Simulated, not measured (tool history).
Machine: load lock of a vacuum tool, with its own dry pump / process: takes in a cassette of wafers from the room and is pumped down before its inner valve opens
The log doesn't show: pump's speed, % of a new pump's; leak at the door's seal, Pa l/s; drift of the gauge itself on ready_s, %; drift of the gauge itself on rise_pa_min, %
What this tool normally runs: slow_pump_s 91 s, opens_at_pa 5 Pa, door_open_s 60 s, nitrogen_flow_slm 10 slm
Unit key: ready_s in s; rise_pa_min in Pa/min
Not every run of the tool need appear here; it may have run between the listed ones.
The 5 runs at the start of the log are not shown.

run,hour,slow_pump_s,opens_at_pa,door_open_s,nitrogen_flow_slm,hours that the pump has run since its overhaul,times that the door has closed on its seal,"incoming humidity of the room's air, %",ready_s,rise_pa_min
6,1022.3,91,7,60,5,10304,36722,43.5,135.4,0.518
7,1179.8,91,7,47,5,10462,37364,42.1,135.9,0.532
8,1333.2,91,7,47,5,10615,37990,46.2,134.3,0.545
9,1596.3,91,7,47,5,10878,39062,42.1,136.0,0.555
10,1772.0,91,7,47,5,11054,39778,48.0,135.6,0.563
11,1926.6,91,7,47,5,11208,40409,43.9,137.1,0.581
12,2178.1,91,7,47,5,11460,41434,46.6,135.3,0.620
13,2403.9,91,7,47,5,11686,42355,42.8,136.7,0.643
14,2620.8,91,5,60,10,11903,43239,41.3,137.9,0.640
15,2758.4,91,5,60,10,12040,43800,43.6,137.8,0.651
16,3006.2,91,5,60,10,12288,44810,46.6,137.9,0.694
17,3216.0,91,5,204,10,12498,45665,42.7,139.3,0.753
# hour 3338.9: door's seal changed, seat wiped
18,3470.2,149,8,67,5,12751,536,44.2,187.7,0.060
19,3602.0,149,8,67,5,12882,1073,44.1,188.2,0.062
20,3748.7,149,8,67,5,13029,1671,44.4,187.4,0.069
21,3955.9,60,8,67,7,13236,2516,45.5,107.6,0.064
22,4188.2,60,8,67,7,13469,3463,47.3,108.9,0.079
23,4384.5,60,8,67,7,13665,4263,45.9,109.1,0.075
24,4603.0,60,8,67,18,13883,5154,46.2,108.4,0.068
25,4747.3,100,5,182,4,14028,5742,46.3,147.5,0.150

Estimate the outcome of run 26 from the log above:
26,4994.5,91,6,26,6,14275,6750,44.3,?,?

{"run 26": {"ready_s": 137.4, "rise_pa_min": 0.069}}
Had the tool carried no hidden state, the very same run would have given ready_s 131.3 s, rise_pa_min 0.031 Pa/min.

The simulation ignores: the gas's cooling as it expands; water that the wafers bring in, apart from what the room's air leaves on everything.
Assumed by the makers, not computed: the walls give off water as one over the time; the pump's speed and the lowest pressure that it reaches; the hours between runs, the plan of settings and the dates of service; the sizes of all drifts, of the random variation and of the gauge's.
